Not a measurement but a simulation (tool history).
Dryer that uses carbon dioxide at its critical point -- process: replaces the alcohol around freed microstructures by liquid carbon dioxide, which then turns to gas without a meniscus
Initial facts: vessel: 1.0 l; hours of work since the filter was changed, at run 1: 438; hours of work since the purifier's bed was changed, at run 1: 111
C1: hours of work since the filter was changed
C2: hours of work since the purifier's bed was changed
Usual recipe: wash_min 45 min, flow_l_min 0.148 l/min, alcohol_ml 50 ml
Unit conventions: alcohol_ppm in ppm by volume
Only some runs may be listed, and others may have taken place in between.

Run 1, hour 0.0: usual settings; C1 438; C2 111. Result: alcohol_ppm 587 ppm by volume.
Run 2, hour 12.6: usual settings; C1 448; C2 121. Result: alcohol_ppm 574 ppm by volume.
Run 3, hour 17.9: usual settings; C1 452; C2 125. Result: alcohol_ppm 578 ppm by volume.
Run 4, hour 27.3: usual settings; C1 459; C2 132. Result: alcohol_ppm 599 ppm by volume.
Run 5, hour 35.4: usual settings; C1 465; C2 138. Result: alcohol_ppm 585 ppm by volume.
Run 6, hour 45.2: usual settings but flow_l_min 0.252 l/min; C1 472; C2 146. Result: alcohol_ppm 42 ppm by volume.
Run 7, hour 52.6: usual settings but flow_l_min 0.252 l/min; C1 478; C2 151. Result: alcohol_ppm 39 ppm by volume.
Run 8, hour 62.4: usual settings but flow_l_min 0.252 l/min; C1 486; C2 159. Result: alcohol_ppm 38 ppm by volume.
Run 9, hour 73.1: usual settings but flow_l_min 0.252 l/min; C1 494; C2 167. Result: alcohol_ppm 32 ppm by volume.
Run 10, hour 78.3: usual settings but alcohol_ml 34 ml; C1 498; C2 171. Result: alcohol_ppm 414 ppm by volume.
Run 11, hour 90.6: usual settings but alcohol_ml 34 ml; C1 507; C2 180. Result: alcohol_ppm 417 ppm by volume.
Run 12, hour 100.2: usual settings but alcohol_ml 105 ml; C1 515; C2 188. Result: alcohol_ppm 1265 ppm by volume.
Run 13, hour 106.8: usual settings but alcohol_ml 105 ml; C1 520; C2 193. Result: alcohol_ppm 1260 ppm by volume.
Run 14, hour 115.6: usual settings; C1 526; C2 200. Result: alcohol_ppm 600 ppm by volume.
Run 15, hour 123.6: usual settings but alcohol_ml 35 ml; C1 533; C2 206. Result: alcohol_ppm 451 ppm by volume.
At hour 132.5: inlet filter changed.
Run 16, hour 132.7: usual settings but alcohol_ml 35 ml; C1 0; C2 212. Result: alcohol_ppm 285 ppm by volume.
Run 17, hour 140.8: usual settings but alcohol_ml 35 ml; C1 6; C2 218. Result: alcohol_ppm 289 ppm by volume.
Run 18, hour 153.4: usual settings but alcohol_ml 35 ml; C1 16; C2 228. Result: alcohol_ppm 296 ppm by volume.
Run 19, hour 158.6: usual settings but flow_l_min 0.144 l/min; C1 20; C2 232. Result: alcohol_ppm 463 ppm by volume.
Run 20, hour 170.3: usual settings but flow_l_min 0.144 l/min; C1 29; C2 241. Result: alcohol_ppm 460 ppm by volume.
Run 21, hour 177.7: usual settings but flow_l_min 0.128 l/min; C1 35; C2 246. Result: alcohol_ppm 782 ppm by volume.
Run 22, hour 189.9: usual settings but flow_l_min 0.128 l/min; C1 44; C2 256. Result: alcohol_ppm 778 ppm by volume.
Run 23, hour 200.1: usual settings but flow_l_min 0.128 l/min; C1 52; C2 263. Result: alcohol_ppm 778 ppm by volume.
Run 24, hour 211.9: usual settings but alcohol_ml 27 ml; C1 61; C2 272. Result: alcohol_ppm 240 ppm by volume.
Run 25, hour 220.1: usual settings but alcohol_ml 27 ml; C1 67; C2 279. Result: alcohol_ppm 237 ppm by volume.
Run 26, hour 226.4: usual settings but alcohol_ml 27 ml; C1 72; C2 284. Result: alcohol_ppm 233 ppm by volume.
Run 27, hour 234.7: usual settings but flow_l_min 0.101 l/min, alcohol_ml 35 ml; C1 78; C2 290. Result: alcohol_ppm 1267 ppm by volume.
Run 28, hour 243.7: usual settings but alcohol_ml 103 ml; C1 85; C2 297. Result: alcohol_ppm 869 ppm by volume.
Run 29, hour 251.3: usual settings but wash_min 35 min, flow_l_min 0.210 l/min; C1 91; C2 303. Result: alcohol_ppm 284 ppm by volume.
Run 30, hour 263.6: usual settings but wash_min 39 min, flow_l_min 0.167 l/min, alcohol_ml 95 ml; C1 100; C2 312. Result: alcohol_ppm 919 ppm by volume.
Run 31, hour 275.0: usual settings but wash_min 38 min, flow_l_min 0.169 l/min, alcohol_ml 95 ml; C1 109; C2 321. Result: alcohol_ppm 989 ppm by volume.
Run 32, hour 282.1: usual settings but wash_min 38 min, flow_l_min 0.169 l/min, alcohol_ml 95 ml; C1 115; C2 326. Result: alcohol_ppm 998 ppm by volume.
Run 33, hour 287.3: usual settings but wash_min 66 min, flow_l_min 0.168 l/min, alcohol_ml 92 ml; C1 118; C2 330. Result: alcohol_ppm 50 ppm by volume.
Run 34, hour 293.5: usual settings but wash_min 66 min, flow_l_min 0.168 l/min, alcohol_ml 92 ml; C1 123; C2 335. Result: alcohol_ppm 47 ppm by volume.
Run 35, hour 302.7: usual settings but wash_min 54 min, flow_l_min 0.184 l/min, alcohol_ml 74 ml; C1 130; C2 342. Result: alcohol_ppm 85 ppm by volume.
Run 36, hour 314.7: usual settings but wash_min 34 min, flow_l_min 0.141 l/min, alcohol_ml 39 ml; C1 139; C2 351. Result: alcohol_ppm 1268 ppm by volume.
Run 37, hour 321.6: usual settings but wash_min 34 min, flow_l_min 0.141 l/min, alcohol_ml 39 ml; C1 145; C2 356. Result: alcohol_ppm 1339 ppm by volume.
Run 38, hour 327.8: usual settings but flow_l_min 0.097 l/min; C1 150; C2 361. Result: alcohol_ppm 2109 ppm by volume.
Run 39, hour 338.9: usual settings but wash_min 61 min; C1 158; C2 370. Result: alcohol_ppm 103 ppm by volume.
Run 40, hour 346.9: usual settings but wash_min 34 min, alcohol_ml 56 ml; C1 164; C2 376. Result: alcohol_ppm 1597 ppm by volume.
Run 41, hour 355.1: usual settings but wash_min 55 min, flow_l_min 0.134 l/min, alcohol_ml 35 ml; C1 170; C2 382. Result: alcohol_ppm 214 ppm by volume.
Run 42, hour 362.9: usual settings but wash_min 30 min, flow_l_min 0.134 l/min, alcohol_ml 25 ml; C1 176; C2 388. Result: alcohol_ppm 1444 ppm by volume.
Run 43, hour 370.2: usual settings but wash_min 33 min, flow_l_min 0.217 l/min; C1 182; C2 394. Result: alcohol_ppm 348 ppm by volume.
Run 44, hour 380.0: usual settings but wash_min 38 min, flow_l_min 0.126 l/min, alcohol_ml 94 ml; C1 189; C2 401. Result: alcohol_ppm 3062 ppm by volume.
Run 45, hour 388.2: usual settings but wash_min 48 min, alcohol_ml 115 ml; C1 196; C2 407. Result: alcohol_ppm 764 ppm by volume.
Run 46, hour 394.1: usual settings but wash_min 48 min, alcohol_ml 115 ml; C1 200; C2 412. Result: alcohol_ppm 782 ppm by volume.
Run 47, hour 403.8: usual settings but flow_l_min 0.185 l/min, alcohol_ml 81 ml; C1 208; C2 419. Result: alcohol_ppm 262 ppm by volume.

Forecast each of these 3 alternatives for the next run:
Run A, hour 415.8: usual settings but wash_min 39 min, flow_l_min 0.185 l/min, alcohol_ml 81 ml; C1 217; C2 429. Result: alcohol_ppm ?.
Run B, hour 415.8: usual settings but wash_min 33 min, flow_l_min 0.215 l/min, alcohol_ml 42 ml; C1 217; C2 429. Result: alcohol_ppm ?.
Run C, hour 415.8: usual settings but wash_min 37 min; C1 217; C2 429. Result: alcohol_ppm ?.

run  alcohol_ppm
  A          561
  B          328
  C         1085
What these runs would have given with no unlogged condition in the tool:
run  alcohol_ppm
  A          446
  B          254
  C          918
